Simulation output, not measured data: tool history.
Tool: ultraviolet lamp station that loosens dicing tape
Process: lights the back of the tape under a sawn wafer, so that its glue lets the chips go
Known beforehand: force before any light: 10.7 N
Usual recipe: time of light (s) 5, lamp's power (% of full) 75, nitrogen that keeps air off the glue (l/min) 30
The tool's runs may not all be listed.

run	hour	time of light (s)	lamp's power (% of full)	nitrogen that keeps air off the glue (l/min)	force that peels the tape off (N)	light that reached the tape (J/m2)
1	0	5	75	30	0.625	2480
2	8.1	5	75	30	0.641	2520
3	16.8	5	75	30	0.634	2470
4	21.9	5	75	30	0.64	2510
5	28.6	5	75	30	0.652	2470
6	35.8	5	75	30	0.638	2470
7	42.1	5	75	30	0.661	2470
8	50	5	75	30	0.65	2440
9	56.7	4	75	30	1.09	2000
10	64.5	5	64	30	0.928	2090
11	74.6	5	64	30	0.942	2130
12	79.6	5	64	30	0.95	2060
13	88.4	5	64	30	0.988	2110
14	92.9	5	75	30	0.67	2440
15	103	5	75	30	0.664	2420
16	108.8	5	95	30	0.359	3050
17	113.2	5	95	30	0.349	3070
18	119.7	5	95	30	0.373	3090
19	129.3	5	95	30	0.359	3060
20	133.9	5	95	30	0.35	3060
21	140.1	5	95	30	0.364	3090
22	146.9	5	95	30	0.376	3050
23	156.6	2	66	30	4.016	840
24	162.7	3	75	30	2.092	1440
25	172.8	3	75	33	1.853	1440
26	177.9	3	66	30	2.501	1270
27	182.9	3	68	27	2.517	1260
# hour 184: window cleaned of glue's vapour
28	187.7	5	76	17	1.197	2390
29	192.1	5	75	48	0.451	2370
30	198	5	75	48	0.466	2360
31	203.3	3	90	24	1.766	1690
32	211.9	3	90	24	1.81	1690
33	218.8	6	75	30	0.441	2830
34	227.3	2	78	9	5.276	1010
35	234.2	4	76	32	1.12	1890
# hour 242.3: window cleaned of glue's vapour, once more
36	244.7	5	75	27	0.775	2380
37	253	3	75	43	1.537	1450
38	263.4	5	75	53	0.401	2420
39	269.8	2	67	30	3.943	860
40	276.1	2	67	30	4.006	850
41	281.8	8	66	22	0.401	3330
42	287.9	8	66	22	0.417	3330
43	296.8	8	66	22	0.413	3360
44	306.8	4	82	42	0.724	2070

Below are 4 alternative next runs, each starting from the tool's condition after run 44. Predict each:
A	313.2	4	65	16	?	?
B	313.2	4	68	42	?	?
C	313.2	2	82	42	?	?
D	313.2	9	75	25	?	?

run	force that peels the tape off (N)	light that reached the tape (J/m2)
A	2.441	1640
B	1.114	1700
C	2.698	1040
D	0.179	4290
What these runs would have given with no unlogged condition in the tool:
run	force that peels the tape off (N)	light that reached the tape (J/m2)
A	2.091	1810
B	0.887	1880
C	2.334	1150
D	0.139	4750

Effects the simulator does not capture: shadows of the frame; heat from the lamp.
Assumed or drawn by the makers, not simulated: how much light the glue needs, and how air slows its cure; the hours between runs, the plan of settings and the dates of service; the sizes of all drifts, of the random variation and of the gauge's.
